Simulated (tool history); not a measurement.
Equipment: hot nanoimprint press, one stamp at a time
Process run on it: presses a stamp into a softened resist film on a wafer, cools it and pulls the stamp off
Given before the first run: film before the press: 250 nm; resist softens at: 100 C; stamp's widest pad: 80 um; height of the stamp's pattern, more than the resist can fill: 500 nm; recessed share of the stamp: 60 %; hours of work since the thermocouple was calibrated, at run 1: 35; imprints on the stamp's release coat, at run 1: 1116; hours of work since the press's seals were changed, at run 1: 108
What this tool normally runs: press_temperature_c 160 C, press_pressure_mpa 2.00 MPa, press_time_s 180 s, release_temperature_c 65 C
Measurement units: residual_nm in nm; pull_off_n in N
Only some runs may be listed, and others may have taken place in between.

run	hour	press_temperature_c	press_pressure_mpa	press_time_s	release_temperature_c	hours of work since the thermocouple was calibrated	imprints on the stamp's release coat	hours of work since the press's seals were changed	residual_nm	pull_off_n
1	0.0	160	2.00	180	65	35	1116	108	142.5	219
2	16.9	160	2.00	180	65	47	1199	120	143.1	227
3	34.6	164	2.00	180	65	60	1285	133	126.5	225
4	51.2	160	2.00	180	65	72	1366	145	143.0	219
5	65.5	160	2.00	180	65	83	1436	156	143.4	227
6	88.0	160	2.00	180	65	99	1545	172	143.3	239
# hour 100.4: stamp cleaned and given a new release coat
7	118.4	160	2.00	180	65	117	88	190	144.0	189
8	137.2	168	2.00	180	65	131	180	204	114.2	187
9	161.4	168	2.00	180	65	149	298	222	113.9	189
10	189.3	168	2.00	180	65	169	434	242	114.2	197
11	216.9	168	2.00	180	65	189	569	262	114.5	201
# hour 221.9: plate thermocouple calibrated
12	242.6	168	2.00	180	65	15	680	279	115.7	206
13	267.0	168	2.00	131	65	33	799	297	128.2	206
# hour 281.0: plate thermocouple calibrated, once more
14	297.8	168	2.00	131	65	12	934	317	127.3	209
15	310.8	168	2.00	131	65	22	998	327	126.7	212
16	334.6	148	2.00	131	67	39	1114	344	206.1	206
17	353.5	157	2.00	180	65	53	1206	358	157.0	221
18	375.3	157	2.00	180	65	69	1312	374	157.3	234
19	389.4	160	2.00	180	67	79	1381	384	144.7	214
20	405.5	164	2.85	167	59	91	1460	396	111.6	258
# hour 435.1: stamp cleaned and given a new release coat
21	437.3	149	1.67	326	50	110	11	415	179.5	231
22	450.6	153	2.92	180	62	120	75	424	151.8	191
23	473.9	153	2.92	180	62	137	189	442	152.1	193
24	498.1	153	2.92	180	62	155	307	459	151.1	201

What does the tool deliver on the next run?
25	517.9	172	2.92	180	72	169	404	474	?	?

Run 25 yielded residual_nm 84.2 nm, pull_off_n 173 N.
Take away the tool's hidden state, keep the run-to-run variation as it was, and the same run would have given residual_nm 81.4 nm, pull_off_n 160 N.
